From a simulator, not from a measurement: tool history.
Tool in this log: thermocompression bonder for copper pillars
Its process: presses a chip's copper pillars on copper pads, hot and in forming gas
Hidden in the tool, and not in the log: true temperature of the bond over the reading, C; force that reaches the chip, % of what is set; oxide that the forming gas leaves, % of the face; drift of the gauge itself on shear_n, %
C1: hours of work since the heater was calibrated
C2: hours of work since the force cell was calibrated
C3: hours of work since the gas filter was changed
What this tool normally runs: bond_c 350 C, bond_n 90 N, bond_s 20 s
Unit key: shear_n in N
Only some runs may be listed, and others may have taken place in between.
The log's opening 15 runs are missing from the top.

Run 16, day 9.267: usual settings but bond_s 26 s; C1 341; C2 13; C3 341. Result: shear_n 92.0 N.
Run 17, day 10.100: usual settings but bond_c 330 C, bond_s 26 s; C1 355; C2 27; C3 355. Result: shear_n 76.9 N.
Run 18, day 10.888: usual settings but bond_c 330 C, bond_s 26 s; C1 369; C2 40; C3 369. Result: shear_n 75.5 N.
Run 19, day 11.775: usual settings but bond_c 330 C, bond_n 113 N, bond_s 26 s; C1 384; C2 55; C3 384. Result: shear_n 92.7 N.
Run 20, day 12.492: usual settings but bond_c 330 C, bond_n 113 N, bond_s 26 s; C1 396; C2 67; C3 396. Result: shear_n 89.5 N.
Run 21, day 13.029: usual settings but bond_n 117 N; C1 405; C2 77; C3 405. Result: shear_n 100.5 N.
Run 22, day 13.883: usual settings but bond_c 360 C, bond_s 30 s; C1 420; C2 91; C3 420. Result: shear_n 99.8 N.
Run 23, day 14.304: usual settings but bond_c 362 C, bond_s 21 s; C1 427; C2 98; C3 427. Result: shear_n 92.1 N.

Run 24 has not been measured yet. What should we expect?
Run 24, day 15.175: usual settings but bond_c 336 C, bond_n 92 N, bond_s 14 s; C1 442; C2 113; C3 442. Result: shear_n ?.

Run 24 gave shear_n 64.7 N.
Were there no unlogged condition in the tool, this run, its random variation unchanged, would have produced shear_n 75.2 N.
